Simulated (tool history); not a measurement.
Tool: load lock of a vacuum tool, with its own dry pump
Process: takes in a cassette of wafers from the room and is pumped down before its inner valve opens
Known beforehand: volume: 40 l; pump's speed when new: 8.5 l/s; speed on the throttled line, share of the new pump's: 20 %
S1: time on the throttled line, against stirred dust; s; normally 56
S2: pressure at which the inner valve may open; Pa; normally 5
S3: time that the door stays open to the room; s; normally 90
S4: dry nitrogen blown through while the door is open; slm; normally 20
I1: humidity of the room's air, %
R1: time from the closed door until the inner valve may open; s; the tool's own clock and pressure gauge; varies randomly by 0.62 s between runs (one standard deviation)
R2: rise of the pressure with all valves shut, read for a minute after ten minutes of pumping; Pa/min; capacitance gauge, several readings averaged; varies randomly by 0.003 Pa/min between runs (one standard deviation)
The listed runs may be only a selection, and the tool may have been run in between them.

run	hour	S1	S2	S3	S4	I1	R1	R2
1	0	56	5	90	20	49.5	102.8	0.043
2	256.8	56	5	90	20	43.9	102.6	0.041
3	644.1	56	5	57	20	44.2	103	0.035
4	1069.2	56	5	57	20	42.6	93	0.037
5	1436.8	56	5	57	20	49.5	93.2	0.045
6	1699.1	56	5	57	20	43.2	93.2	0.035
7	2026.4	56	6	90	20	46.8	91.6	0.055
8	2289.9	56	7	90	8	47.6	90.8	0.066
9	2471	56	7	90	8	44.9	91.4	0.066
10	2823	66	8	90	10	48	97.1	0.063
11	3216.4	66	8	90	10	43.9	98.7	0.059
12	3413.1	66	10	90	10	45.5	98.9	0.07
13	3644.5	76	5	33	13	44.1	110.3	0.046

Taken out of this log: 1 entry between the listed runs. Where each belongs, and how the hidden state differs across it:
After run 3, before run 4: dry pump taken out, an overhauled one fitted (hour 820)
  pump's speed, % of a new pump's: 77.4 -> 100.3; leak at the door's seal, Pa l/s: 0.0126 -> 0.0141
  the result without the hidden state subtracted from the measured one, R1: +10.7 -> -0.1 s; R2: +0.015 -> +0.018 Pa/min

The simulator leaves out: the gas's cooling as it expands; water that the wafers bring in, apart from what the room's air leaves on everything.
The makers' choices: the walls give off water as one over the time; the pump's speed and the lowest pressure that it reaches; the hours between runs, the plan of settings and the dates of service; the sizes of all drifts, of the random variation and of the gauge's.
